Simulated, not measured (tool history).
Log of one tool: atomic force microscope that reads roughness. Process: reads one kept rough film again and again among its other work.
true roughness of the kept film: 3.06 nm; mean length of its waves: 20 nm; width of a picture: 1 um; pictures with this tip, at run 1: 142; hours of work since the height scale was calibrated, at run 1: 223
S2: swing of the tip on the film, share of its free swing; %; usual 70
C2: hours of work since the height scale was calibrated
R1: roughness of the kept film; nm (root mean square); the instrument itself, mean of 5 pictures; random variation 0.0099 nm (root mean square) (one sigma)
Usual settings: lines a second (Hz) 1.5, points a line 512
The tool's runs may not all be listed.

Run 1, day 0: usual settings; pictures with this tip 142; C2 223. Result: R1 1.444 nm (root mean square).
Run 2, day 0.375: usual settings; pictures with this tip 152; C2 228. Result: R1 1.409 nm (root mean square).
Run 3, day 0.667: usual settings but points a line 442; pictures with this tip 160; C2 231. Result: R1 1.38 nm (root mean square).
Run 4, day 0.867: usual settings but points a line 442; pictures with this tip 165; C2 234. Result: R1 1.357 nm (root mean square).
Run 5, day 1.096: usual settings; pictures with this tip 172; C2 237. Result: R1 1.353 nm (root mean square).
At day 1.238: new tip fitted.
Run 6, day 1.492: usual settings; pictures with this tip 7; C2 242. Result: R1 2.17 nm (root mean square).
Run 7, day 1.921: usual settings; pictures with this tip 19; C2 248. Result: R1 2.05 nm (root mean square).
Run 8, day 2.312: usual settings; pictures with this tip 29; C2 253. Result: R1 1.984 nm (root mean square).
Run 9, day 2.612: usual settings but points a line 406; pictures with this tip 37; C2 257. Result: R1 1.912 nm (root mean square).
Run 10, day 2.871: usual settings; pictures with this tip 44; C2 260. Result: R1 1.876 nm (root mean square).
Run 11, day 3.25: usual settings; pictures with this tip 55; C2 265. Result: R1 1.824 nm (root mean square).
Run 12, day 3.462: usual settings but lines a second (Hz) 1.11; pictures with this tip 60; C2 268. Result: R1 1.804 nm (root mean square).
Run 13, day 3.638: usual settings but S2 90 %; pictures with this tip 65; C2 270. Result: R1 1.687 nm (root mean square).
Run 14, day 4.046: usual settings; pictures with this tip 76; C2 276. Result: R1 1.689 nm (root mean square).
Run 15, day 4.383: usual settings; pictures with this tip 86; C2 280. Result: R1 1.641 nm (root mean square).
Run 16, day 4.6: usual settings; pictures with this tip 91; C2 283. Result: R1 1.636 nm (root mean square).
Run 17, day 4.888: usual settings; pictures with this tip 99; C2 287. Result: R1 1.574 nm (root mean square).
Run 18, day 5.196: usual settings but points a line 326; pictures with this tip 108; C2 291. Result: R1 1.518 nm (root mean square).
Run 19, day 5.475: usual settings but points a line 326; pictures with this tip 115; C2 294. Result: R1 1.496 nm (root mean square).
Run 20, day 5.846: usual settings; pictures with this tip 125; C2 299. Result: R1 1.491 nm (root mean square).
Run 21, day 6.092: usual settings; pictures with this tip 132; C2 303. Result: R1 1.462 nm (root mean square).
At day 6.158: height scale calibrated on a step standard.
Run 22, day 6.529: usual settings but lines a second (Hz) 0.74; pictures with this tip 143; C2 5. Result: R1 1.433 nm (root mean square).
At day 6.846: height scale calibrated on a step standard, once more.
Run 23, day 6.892: usual settings but lines a second (Hz) 0.74; pictures with this tip 151; C2 1. Result: R1 1.398 nm (root mean square).
Run 24, day 7.258: usual settings but lines a second (Hz) 1.12, points a line 407; pictures with this tip 161; C2 5. Result: R1 1.362 nm (root mean square).
Run 25, day 7.529: usual settings but lines a second (Hz) 2.36, S2 71 %, points a line 843; pictures with this tip 169; C2 9. Result: R1 1.308 nm (root mean square).
At day 7.775: new tip fitted.
Run 26, day 7.775: usual settings but lines a second (Hz) 1.26, S2 73 %, points a line 734; pictures with this tip 0; C2 12. Result: R1 2.254 nm (root mean square).
Run 27, day 8.171: usual settings but lines a second (Hz) 0.97, S2 71 %, points a line 436; pictures with this tip 11; C2 17. Result: R1 2.14 nm (root mean square).
Run 28, day 8.542: usual settings but lines a second (Hz) 1.02, points a line 664; pictures with this tip 21; C2 22. Result: R1 2.086 nm (root mean square).
Run 29, day 8.825: usual settings but lines a second (Hz) 1.02, points a line 664; pictures with this tip 28; C2 26. Result: R1 2.039 nm (root mean square).
Run 30, day 9.15: usual settings but lines a second (Hz) 2.32, S2 61 %, points a line 664; pictures with this tip 37; C2 30. Result: R1 1.94 nm (root mean square).
Run 31, day 9.5: usual settings but lines a second (Hz) 2.32, S2 61 %, points a line 664; pictures with this tip 47; C2 35. Result: R1 1.879 nm (root mean square).
Run 32, day 9.896: usual settings but lines a second (Hz) 2.32, S2 61 %, points a line 664; pictures with this tip 58; C2 40. Result: R1 1.808 nm (root mean square).
Run 33, day 10.1: usual settings but lines a second (Hz) 0.81, points a line 372; pictures with this tip 63; C2 43. Result: R1 1.778 nm (root mean square).
Run 34, day 10.283: usual settings but lines a second (Hz) 0.81, points a line 372; pictures with this tip 68; C2 45. Result: R1 1.74 nm (root mean square).
Run 35, day 10.6: usual settings but lines a second (Hz) 0.81, points a line 372; pictures with this tip 77; C2 49. Result: R1 1.708 nm (root mean square).
Run 36, day 10.879: usual settings but lines a second (Hz) 0.81, points a line 372; pictures with this tip 84; C2 53. Result: R1 1.676 nm (root mean square).
Run 37, day 11.158: usual settings but S2 71 %; pictures with this tip 92; C2 57. Result: R1 1.627 nm (root mean square).
Run 38, day 11.571: usual settings but lines a second (Hz) 1.82, S2 71 %, points a line 800; pictures with this tip 103; C2 62. Result: R1 1.584 nm (root mean square).
Run 39, day 11.988: usual settings but points a line 431; pictures with this tip 114; C2 67. Result: R1 1.521 nm (root mean square).
Run 40, day 12.167: usual settings but S2 63 %, points a line 339; pictures with this tip 119; C2 70. Result: R1 1.509 nm (root mean square).
Run 41, day 12.592: usual settings but lines a second (Hz) 2, S2 89 %, points a line 340; pictures with this tip 131; C2 75. Result: R1 1.366 nm (root mean square).

5 ways to go on from here, each from the tool as it stands after run 41. What would each give?
Run A, day 12.9: usual settings but lines a second (Hz) 3.03, S2 64 %, points a line 295; pictures with this tip 139; C2 79. Result: R1 ?.
Run B, day 12.9: usual settings but S2 64 %; pictures with this tip 139; C2 79. Result: R1 ?.
Run C, day 12.9: usual settings but lines a second (Hz) 1.4, S2 89 %, points a line 340; pictures with this tip 139; C2 79. Result: R1 ?.
Run D, day 12.9: usual settings but lines a second (Hz) 0.68, S2 90 %, points a line 873; pictures with this tip 139; C2 79. Result: R1 ?.
Run E, day 12.9: usual settings but lines a second (Hz) 3.88, S2 73 %, points a line 498; pictures with this tip 139; C2 79. Result: R1 ?.

run     R1
  A  1.384
  B  1.427
  C  1.374
  D  1.457
  E  1.358
Without the tool's hidden state the same runs would have given:
run     R1
  A  2.188
  B  2.256
  C  2.166
  D  2.295
  E   2.14
